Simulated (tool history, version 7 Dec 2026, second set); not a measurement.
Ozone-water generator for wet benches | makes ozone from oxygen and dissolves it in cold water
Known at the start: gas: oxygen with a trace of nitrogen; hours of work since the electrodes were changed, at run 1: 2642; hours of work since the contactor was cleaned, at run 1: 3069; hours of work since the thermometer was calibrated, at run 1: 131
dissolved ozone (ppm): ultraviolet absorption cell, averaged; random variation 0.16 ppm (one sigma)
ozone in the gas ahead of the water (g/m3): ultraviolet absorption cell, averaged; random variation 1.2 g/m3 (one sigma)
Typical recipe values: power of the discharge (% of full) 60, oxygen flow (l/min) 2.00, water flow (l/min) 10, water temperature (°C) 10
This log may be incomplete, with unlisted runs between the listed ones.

| run | hour | power of the discharge (% of full) | oxygen flow (l/min) | water flow (l/min) | water temperature (°C) | hours of work since the electrodes were changed | hours of work since the contactor was cleaned | hours of work since the thermometer was calibrated | dissolved ozone (ppm) | ozone in the gas ahead of the water (g/m3) |
|---|---|---|---|---|---|---|---|---|---|---|
| 1 | 0.0 | 60 | 2.00 | 10 | 10 | 2642 | 3069 | 131 | 19.6 | 197.3 |
| 2 | 154.7 | 60 | 2.00 | 10 | 10 | 2757 | 3184 | 246 | 19.2 | 197.3 |
| 3 | 354.6 | 60 | 2.00 | 10 | 10 | 2906 | 3333 | 395 | 19.2 | 194.4 |
| 4 | 501.9 | 60 | 2.00 | 10 | 10 | 3015 | 3442 | 504 | 19.0 | 195.8 |
| 5 | 693.6 | 60 | 1.65 | 10 | 10 | 3158 | 3585 | 647 | 18.0 | 210.8 |
| 6 | 892.7 | 60 | 1.65 | 10 | 16 | 3306 | 3733 | 795 | 17.0 | 211.1 |
|  | 1064.8 | contactor cleaned |
| 7 | 1079.2 | 60 | 1.65 | 10 | 16 | 3442 | 11 | 931 | 18.1 | 209.6 |
| 8 | 1208.1 | 60 | 1.65 | 10 | 16 | 3538 | 107 | 1026 | 17.5 | 210.6 |
| 9 | 1352.5 | 60 | 1.65 | 16 | 16 | 3645 | 214 | 1134 | 11.0 | 207.9 |
| 10 | 1456.5 | 60 | 1.65 | 16 | 16 | 3722 | 291 | 1211 | 11.2 | 211.3 |
| 11 | 1618.6 | 60 | 1.65 | 16 | 16 | 3843 | 412 | 1332 | 10.9 | 209.9 |
| 12 | 1788.9 | 60 | 1.65 | 16 | 16 | 3969 | 538 | 1458 | 10.8 | 207.2 |
| 13 | 1923.6 | 60 | 1.65 | 16 | 16 | 4070 | 639 | 1558 | 10.9 | 207.9 |
| 14 | 2105.5 | 60 | 1.65 | 16 | 16 | 4205 | 774 | 1694 | 11.0 | 206.2 |
| 15 | 2232.9 | 60 | 1.65 | 16 | 16 | 4300 | 869 | 1788 | 10.5 | 206.2 |
| 16 | 2394.1 | 60 | 1.65 | 16 | 6 | 4419 | 988 | 1908 | 11.4 | 206.8 |
| 17 | 2521.6 | 60 | 1.65 | 16 | 6 | 4514 | 1083 | 2003 | 11.3 | 205.8 |
| 18 | 2713.8 | 60 | 1.65 | 16 | 6 | 4657 | 1226 | 2146 | 11.2 | 202.5 |
| 19 | 2888.9 | 60 | 1.65 | 16 | 6 | 4787 | 1356 | 2276 | 11.2 | 202.7 |
| 20 | 3009.1 | 46 | 2.51 | 10 | 10 | 4877 | 1446 | 2365 | 15.8 | 136.1 |
| 21 | 3168.4 | 46 | 2.51 | 10 | 10 | 4995 | 1564 | 2484 | 15.8 | 135.9 |
|  | 3371.8 | water thermometer calibrated |
| 22 | 3371.8 | 43 | 1.20 | 15 | 8 | 5146 | 1715 | 0 | 7.8 | 175.7 |
| 23 | 3539.9 | 43 | 1.20 | 15 | 8 | 5271 | 1840 | 125 | 7.9 | 178.0 |
| 24 | 3752.5 | 71 | 1.18 | 14 | 10 | 5429 | 1998 | 283 | 12.4 | 266.4 |
| 25 | 3956.6 | 71 | 1.18 | 14 | 10 | 5581 | 2150 | 435 | 12.5 | 260.0 |
| 26 | 4165.4 | 64 | 2.59 | 14 | 10 | 5736 | 2305 | 590 | 14.6 | 172.0 |
| 27 | 4278.1 | 88 | 2.27 | 12 | 7 | 5820 | 2389 | 674 | 21.7 | 237.2 |
| 28 | 4423.2 | 49 | 2.27 | 12 | 8 | 5928 | 2497 | 782 | 13.4 | 146.7 |
| 29 | 4553.1 | 85 | 1.52 | 16 | 8 | 6024 | 2593 | 878 | 13.7 | 271.2 |
|  | 4598.1 | water thermometer calibrated, once more |
| 30 | 4707.8 | 85 | 2.84 | 16 | 8 | 6139 | 2708 | 82 | 16.5 | 205.2 |
| 31 | 4889.1 | 81 | 3.37 | 7 | 14 | 6274 | 2843 | 216 | 30.0 | 182.1 |
| 32 | 4983.6 | 59 | 2.00 | 7 | 10 | 6344 | 2913 | 287 | 24.0 | 177.7 |

How would selected steps in dissolved ozone (ppm) from run to run divide? Give the signed amount a tool lacking its hidden state would still show from settings, what came in and random variation, and the signed amount left for the hidden state, including any gauge scatter that is not in both of the compared results.
The hidden state here: yield of the discharge, % of new electrodes'; contactor's efficiency, % of a clean one's; true water temperature over the reading, C; drift of the gauge itself on ozone_ppm, %; drift of the gauge itself on gas_g_m3, %.
Run 21 -> 22: power of the discharge (% of full) 46 -> 43, oxygen flow (l/min) 2.51 -> 1.20, water flow (l/min) 10 -> 15, water temperature (°C) 10 -> 8, water thermometer calibrated. dissolved ozone (ppm) -8.0: hidden state +1.0, all else -9.0.
Run 27 -> 28: power of the discharge (% of full) 88 -> 49, water temperature (°C) 7 -> 8. dissolved ozone (ppm) -8.3: hidden state +3.5, all else -11.8.
Run 30 -> 31: power of the discharge (% of full) 85 -> 81, oxygen flow (l/min) 2.84 -> 3.37, water flow (l/min) 16 -> 7, water temperature (°C) 8 -> 14. dissolved ozone (ppm) +13.5: hidden state -3.2, all else +16.7.
Run 31 -> 32: power of the discharge (% of full) 81 -> 59, oxygen flow (l/min) 3.37 -> 2.00, water temperature (°C) 14 -> 10. dissolved ozone (ppm) -6.0: hidden state +3.0, all else -9.0.
